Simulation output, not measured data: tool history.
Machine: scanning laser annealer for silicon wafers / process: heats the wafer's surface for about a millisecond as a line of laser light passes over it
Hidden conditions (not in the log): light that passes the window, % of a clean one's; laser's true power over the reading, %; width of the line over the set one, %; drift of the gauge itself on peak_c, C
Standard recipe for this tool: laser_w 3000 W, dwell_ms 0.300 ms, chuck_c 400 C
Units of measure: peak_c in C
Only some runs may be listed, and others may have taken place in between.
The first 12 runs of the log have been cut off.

run,hour,laser_w,dwell_ms,chuck_c,hours of work since the window was cleaned,hours of work since the power meter was calibrated,hours of work since the optics were aligned,peak_c
# hour 224.2: optics aligned, line set to its width
13,236.8,3000,0.312,400,49,863,9,1255
14,253.9,3000,0.312,400,61,875,21,1254
15,267.4,3000,0.312,400,71,885,31,1256
16,288.0,3000,0.312,400,85,899,45,1252
17,312.1,3000,0.312,400,102,917,62,1253
# hour 317.3: laser's power meter calibrated
18,343.7,2762,0.300,400,122,19,82,1152
19,366.9,2907,0.300,400,139,35,99,1198
20,380.3,2948,0.300,400,148,45,108,1208
21,398.9,2948,0.211,370,162,58,121,1036
22,415.8,3000,0.289,410,173,70,133,1222
# hour 428.4: laser's power meter calibrated, once more
23,432.4,3000,0.253,418,183,3,143,1177
24,451.1,3000,0.253,418,196,16,156,1178
25,471.0,2740,0.300,400,210,30,170,1154
26,495.9,2762,0.361,367,228,48,188,1211
27,518.0,2621,0.300,400,244,63,203,1114
28,538.4,2642,0.377,428,258,78,218,1247
29,557.9,3199,0.300,425,272,92,232,1322
30,578.2,3027,0.300,387,286,106,246,1227
31,605.6,3027,0.300,412,305,125,265,1251
32,634.2,3236,0.225,427,326,146,286,1195
33,646.4,3000,0.318,430,334,154,294,1287
34,663.2,3000,0.318,430,346,166,306,1287

Run 35 comes next. What will it give?
35,683.4,3000,0.318,430,361,180,320,?

peak_c: 1286 C
On a tool with no hidden condition, and with the same random variation, this run would have come out at peak_c 1305 C.
